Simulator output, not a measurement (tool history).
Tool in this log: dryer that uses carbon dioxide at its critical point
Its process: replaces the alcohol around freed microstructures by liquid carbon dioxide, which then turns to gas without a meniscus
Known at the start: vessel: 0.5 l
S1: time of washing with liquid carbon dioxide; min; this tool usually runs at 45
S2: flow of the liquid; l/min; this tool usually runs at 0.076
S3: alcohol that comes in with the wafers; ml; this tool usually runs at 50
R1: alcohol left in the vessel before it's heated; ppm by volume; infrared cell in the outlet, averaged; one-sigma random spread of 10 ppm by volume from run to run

run,hour,S1,S2,S3,R1
1,0,45,0.076,50,861
2,8.3,45,0.076,50,871
3,13.1,45,0.076,50,849
4,21.5,45,0.076,50,865
5,27.7,45,0.076,50,863
6,32.6,59,0.076,50,218
7,37.8,59,0.076,50,219
8,46,45,0.1185,50,81
9,52.5,45,0.072,50,1112
10,59.5,45,0.076,50,900
11,68.3,45,0.076,50,877
12,74.6,45,0.076,50,871
13,78.9,45,0.076,50,895
14,83.9,45,0.076,50,889
15,92.4,45,0.076,50,914
16,99.4,58,0.076,50,277
17,103.4,58,0.076,50,266
18,107.2,58,0.076,50,266
19,112.5,58,0.076,50,269
20,121.7,68,0.076,50,128
21,125.9,68,0.1093,29,51
22,134,39,0.1207,49,181
23,137.9,41,0.0467,49,7396
24,144.7,41,0.0467,49,7434
25,151.1,36,0.079,114,4557
26,158.4,48,0.076,50,720
27,162.6,29,0.1032,96,3080
28,170,29,0.1032,96,3077
29,178.5,29,0.1032,96,3097
30,184.4,29,0.0672,96,13513
# hour 191.3: inlet filter changed
31,192,29,0.0611,96,14267
32,199.3,45,0.1267,50,85
33,203.5,49,0.076,25,268

What will run 34 give?
34,210.2,55,0.1153,31,?

R1: 67 ppm by volume
With no hidden state in the tool, this same run would have given R1 7 ppm by volume.
